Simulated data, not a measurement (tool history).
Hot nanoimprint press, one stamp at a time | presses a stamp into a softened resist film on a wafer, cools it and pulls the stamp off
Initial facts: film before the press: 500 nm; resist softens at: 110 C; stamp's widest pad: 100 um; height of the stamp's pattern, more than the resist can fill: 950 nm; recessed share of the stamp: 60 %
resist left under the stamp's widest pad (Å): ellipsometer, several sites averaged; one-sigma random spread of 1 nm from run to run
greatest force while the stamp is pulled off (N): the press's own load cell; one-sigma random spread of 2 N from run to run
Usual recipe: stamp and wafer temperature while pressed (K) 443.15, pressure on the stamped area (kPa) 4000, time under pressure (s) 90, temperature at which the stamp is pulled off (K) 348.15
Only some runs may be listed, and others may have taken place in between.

run,hour,stamp and wafer temperature while pressed (K),pressure on the stamped area (kPa),time under pressure (s),temperature at which the stamp is pulled off (K),resist left under the stamp's widest pad (Å),greatest force while the stamp is pulled off (N)
1,0.0,443.15,4000,90,348.15,2181,198
2,22.9,443.15,4000,90,348.15,2169,194
3,60.2,443.15,4640,90,348.15,1999,200
4,87.0,443.15,4640,90,348.15,1984,201
5,119.5,443.15,4000,90,348.15,2268,206
6,144.0,443.15,4000,90,348.15,2271,205
7,176.7,443.15,4000,90,348.15,2244,210
8,214.0,443.15,4000,90,348.15,2230,212
9,247.5,443.15,4000,90,348.15,2216,215
10,279.1,443.15,4000,90,348.15,2217,211
11,301.3,443.15,4000,90,348.15,2210,214
12,335.2,443.15,4000,90,348.15,2196,217
13,367.1,443.15,4000,90,348.15,2129,219
14,395.4,443.15,4000,90,348.15,2109,221
15,420.6,443.15,4000,90,338.15,2104,250
16,465.4,452.15,4000,90,338.15,1320,224
17,504.2,448.15,4000,90,354.15,1608,179
18,525.2,443.15,2750,90,339.15,2544,227
19,542.6,450.15,2750,90,339.15,1805,227
20,568.6,450.15,2750,90,339.15,1792,227
21,600.7,450.15,2750,90,339.15,1782,229
22,634.7,450.15,2750,90,339.15,1762,231
23,665.1,433.15,3290,90,348.15,3613,206
24,696.5,431.15,3330,90,348.15,3863,204
25,724.9,443.15,4000,104,348.15,1924,211
26,766.1,436.15,3110,74,335.15,3683,262
27,799.3,454.15,4000,90,336.15,1294,259
28,825.4,434.15,4000,157,348.15,2984,220
29,861.5,453.15,4940,75,348.15,1253,221
30,895.4,453.15,4940,75,348.15,1255,226
31,917.6,436.15,4000,90,348.15,3120,231

Missing from the log above: 4 entries noted between runs. For each, name the pair of listed runs it sits between and say how the tool's hidden condition differs from the listed run just before to the listed run just after:
Runs 4 to 5: plate thermocouple calibrated (hour 107.4)
  true temperature over the reading, C: 1.1 -> 0.12; pressure that arrives at the usual setting, %: 95.88 -> 95.76; grip of the stamp's worn release coat, % over a new coat's: 3.6 -> 4.6
  measured less the result without the state, resist left under the stamp's widest pad (Å): -64 -> +38; greatest force while the stamp is pulled off (N): +4 -> +9
Runs 12 to 13: press's hydraulic seals changed and the load cell set to zero (hour 349.5)
  true temperature over the reading, C: 0.79 -> 0.87; pressure that arrives at the usual setting, %: 94.97 -> 99.95; grip of the stamp's worn release coat, % over a new coat's: 12.5 -> 13.3
  measured less the result without the state, resist left under the stamp's widest pad (Å): -30 -> -99; greatest force while the stamp is pulled off (N): +22 -> +23
Runs 15 to 16: stamp cleaned and given a new release coat (hour 460.7)
  true temperature over the reading, C: 1.04 -> 1.15; pressure that arrives at the usual setting, %: 99.77 -> 99.62; grip of the stamp's worn release coat, % over a new coat's: 15.3 -> 0.2
  measured less the result without the state, resist left under the stamp's widest pad (Å): -114 -> -74; greatest force while the stamp is pulled off (N): +31 -> -3
Runs 25 to 26: plate thermocouple calibrated (hour 730.5)
  true temperature over the reading, C: 1.98 -> 0.01; pressure that arrives at the usual setting, %: 98.7 -> 98.57; grip of the stamp's worn release coat, % over a new coat's: 9.5 -> 10.9
  measured less the result without the state, resist left under the stamp's widest pad (Å): -196 -> +14; greatest force while the stamp is pulled off (N): +12 -> +26

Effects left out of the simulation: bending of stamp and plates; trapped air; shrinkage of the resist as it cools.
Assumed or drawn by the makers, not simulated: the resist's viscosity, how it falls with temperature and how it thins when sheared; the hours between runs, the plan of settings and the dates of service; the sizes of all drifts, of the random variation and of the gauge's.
